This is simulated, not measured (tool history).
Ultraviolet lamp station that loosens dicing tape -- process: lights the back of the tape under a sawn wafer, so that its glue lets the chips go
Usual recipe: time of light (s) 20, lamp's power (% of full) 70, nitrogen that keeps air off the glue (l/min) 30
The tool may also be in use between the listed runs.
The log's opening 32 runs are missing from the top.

run,hour,time of light (s),lamp's power (% of full),nitrogen that keeps air off the glue (l/min),force that peels the tape off (N),light that reached the tape (mJ/cm2)
# hour 640.4: window cleaned of glue's vapour
33,650.9,27,82,30,0.225,419
34,668.4,27,96,54,0.153,485
35,692.4,27,65,25,0.482,320
36,720.3,27,65,25,0.513,322
37,741.1,16,70,30,1.260,205
38,766.3,11,70,33,2.195,135
39,787.8,32,67,15,0.449,373
40,812.2,30,67,16,0.537,346
41,825.1,30,99,22,0.174,506
42,840.1,28,97,30,0.206,461

Below are 5 alternative next runs, each starting from the tool's condition after run 42. Predict each:
A,856.3,20,88,30,?,?
B,856.3,28,70,22,?,?
C,856.3,28,97,40,?,?
D,856.3,35,66,12,?,?
E,856.3,20,70,28,?,?

run,force that peels the tape off (N),light that reached the tape (mJ/cm2)
A,0.564,299
B,0.504,330
C,0.179,464
D,0.464,387
E,0.953,233
Stripped of hidden state, with their random variation kept, the same runs would have yielded:
run,force that peels the tape off (N),light that reached the tape (mJ/cm2)
A,0.206,449
B,0.189,498
C,0.096,699
D,0.169,584
E,0.380,352

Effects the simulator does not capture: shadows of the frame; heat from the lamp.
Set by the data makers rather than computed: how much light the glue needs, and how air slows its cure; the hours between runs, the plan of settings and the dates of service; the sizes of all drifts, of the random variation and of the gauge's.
